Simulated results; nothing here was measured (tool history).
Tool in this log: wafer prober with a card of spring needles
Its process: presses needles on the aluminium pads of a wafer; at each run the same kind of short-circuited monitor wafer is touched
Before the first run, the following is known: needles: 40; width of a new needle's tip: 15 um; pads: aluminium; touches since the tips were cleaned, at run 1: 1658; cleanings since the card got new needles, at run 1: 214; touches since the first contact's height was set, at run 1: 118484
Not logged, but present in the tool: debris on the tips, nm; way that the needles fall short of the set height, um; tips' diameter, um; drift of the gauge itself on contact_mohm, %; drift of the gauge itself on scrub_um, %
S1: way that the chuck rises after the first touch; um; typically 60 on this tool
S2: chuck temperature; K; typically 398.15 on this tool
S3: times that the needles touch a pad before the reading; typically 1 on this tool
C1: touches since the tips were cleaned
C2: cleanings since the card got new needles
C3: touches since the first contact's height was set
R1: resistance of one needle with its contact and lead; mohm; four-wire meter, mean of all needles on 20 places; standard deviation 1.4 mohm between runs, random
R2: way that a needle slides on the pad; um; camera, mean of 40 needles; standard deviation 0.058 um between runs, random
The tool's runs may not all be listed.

run 1 hour=0.0 | S1=60 S2=398.15 S3=1 | C1=1658 C2=214 C3=118484 | R1=124 R2=11.79
-- hour=7.6 tips cleaned on abrasive film
-- hour=17.7 tips cleaned on abrasive film
-- hour=30.3 tips cleaned on abrasive film
-- hour=40.4 tips cleaned on abrasive film
-- hour=51.4 tips cleaned on abrasive film
run 2 hour=51.4 | S1=60 S2=398.15 S3=1 | C1=0 C2=219 C3=139360 | R1=123 R2=11.80
-- hour=61.5 tips cleaned on abrasive film
-- hour=74.1 tips cleaned on abrasive film
-- hour=84.2 tips cleaned on abrasive film
-- hour=96.8 tips cleaned on abrasive film
run 3 hour=96.8 | S1=60 S2=398.15 S3=1 | C1=0 C2=223 C3=157786 | R1=124 R2=11.59
-- hour=109.4 tips cleaned on abrasive film
-- hour=122.0 tips cleaned on abrasive film
-- hour=134.6 tips cleaned on abrasive film
-- hour=147.2 tips cleaned on abrasive film
run 4 hour=154.7 | S1=60 S2=398.15 S3=1 | C1=3102 C2=227 C3=181384 | R1=122 R2=11.60
-- hour=157.3 tips cleaned on abrasive film
-- hour=169.9 tips cleaned on abrasive film
-- hour=172.7 height of the first contact set anew
-- hour=182.8 tips cleaned on abrasive film
run 5 hour=184.6 | S1=60 S2=398.15 S3=1 | C1=732 C2=230 C3=4832 | R1=123 R2=11.70
-- hour=194.7 tips cleaned on abrasive film
-- hour=207.3 tips cleaned on abrasive film
-- hour=219.9 tips cleaned on abrasive film
-- hour=230.0 tips cleaned on abrasive film
-- hour=242.6 tips cleaned on abrasive film
run 6 hour=249.3 | S1=60 S2=316.15 S3=1 | C1=2727 C2=235 C3=31130 | R1=111 R2=11.66
-- hour=254.4 tips cleaned on abrasive film
-- hour=267.0 tips cleaned on abrasive film
-- hour=279.6 tips cleaned on abrasive film
run 7 hour=281.8 | S1=60 S2=398.15 S3=1 | C1=903 C2=238 C3=44330 | R1=124 R2=11.62
-- hour=291.9 tips cleaned on abrasive film
-- hour=304.5 tips cleaned on abrasive film
-- hour=317.1 tips cleaned on abrasive film
-- hour=329.7 tips cleaned on abrasive film
-- hour=342.3 tips cleaned on abrasive film
run 8 hour=348.9 | S1=60 S2=398.15 S3=1 | C1=2730 C2=243 C3=71655 | R1=125 R2=11.62
-- hour=354.0 tips cleaned on abrasive film
-- hour=364.1 tips cleaned on abrasive film
-- hour=376.7 tips cleaned on abrasive film
run 9 hour=381.7 | S1=60 S2=375.15 S3=1 | C1=2054 C2=246 C3=84983 | R1=120 R2=11.67
-- hour=389.3 tips cleaned on abrasive film
-- hour=399.4 tips cleaned on abrasive film
-- hour=412.0 tips cleaned on abrasive film
-- hour=423.7 tips cleaned on abrasive film
run 10 hour=423.7 | S1=60 S2=375.15 S3=1 | C1=0 C2=250 C3=102005 | R1=121 R2=11.56
-- hour=436.3 tips cleaned on abrasive film
-- hour=448.9 tips cleaned on abrasive film
-- hour=460.9 card fitted with new needles
-- hour=473.5 tips cleaned on abrasive film
-- hour=486.1 tips cleaned on abrasive film
run 11 hour=493.1 | S1=60 S2=359.15 S3=1 | C1=2892 C2=2 C3=13140 | R1=119 R2=11.61
-- hour=498.2 tips cleaned on abrasive film
-- hour=508.3 tips cleaned on abrasive film
-- hour=520.9 tips cleaned on abrasive film
-- hour=533.5 tips cleaned on abrasive film
-- hour=546.1 tips cleaned on abrasive film
-- hour=557.2 tips cleaned on abrasive film
run 12 hour=557.2 | S1=60 S2=359.15 S3=1 | C1=0 C2=8 C3=39154 | R1=119 R2=11.59
-- hour=569.8 tips cleaned on abrasive film
-- hour=582.4 tips cleaned on abrasive film
run 13 hour=586.6 | S1=60 S2=385.15 S3=1 | C1=1728 C2=10 C3=51129 | R1=122 R2=11.48
-- hour=594.2 tips cleaned on abrasive film
-- hour=604.3 tips cleaned on abrasive film
-- hour=616.9 tips cleaned on abrasive film
-- hour=627.4 tips cleaned on abrasive film
run 14 hour=627.4 | S1=42 S2=343.15 S3=2 | C1=0 C2=14 C3=67697 | R1=121 R2=8.01
-- hour=640.0 tips cleaned on abrasive film
-- hour=650.1 tips cleaned on abrasive film
-- hour=662.7 tips cleaned on abrasive film
run 15 hour=666.1 | S1=49 S2=306.15 S3=1 | C1=1386 C2=17 C3=83429 | R1=114 R2=9.50
-- hour=673.7 tips cleaned on abrasive film
-- hour=683.8 tips cleaned on abrasive film
-- hour=696.4 tips cleaned on abrasive film
run 16 hour=703.4 | S1=49 S2=306.15 S3=1 | C1=2879 C2=20 C3=98604 | R1=114 R2=9.40

Estimate the outcome of run 17 from the log above:
-- hour=708.5 tips cleaned on abrasive film
-- hour=721.1 tips cleaned on abrasive film
-- hour=733.7 tips cleaned on abrasive film
run 17 hour=742.3 | S1=79 S2=398.15 S3=2 | C1=3512 C2=23 C3=114415 | R1=? R2=?

Run 17 came out at R1 122 mohm, R2 15.25 um.
If the tool had no hidden condition, the same run with the same run-to-run variation would have returned R1 122 mohm, R2 15.43 um.
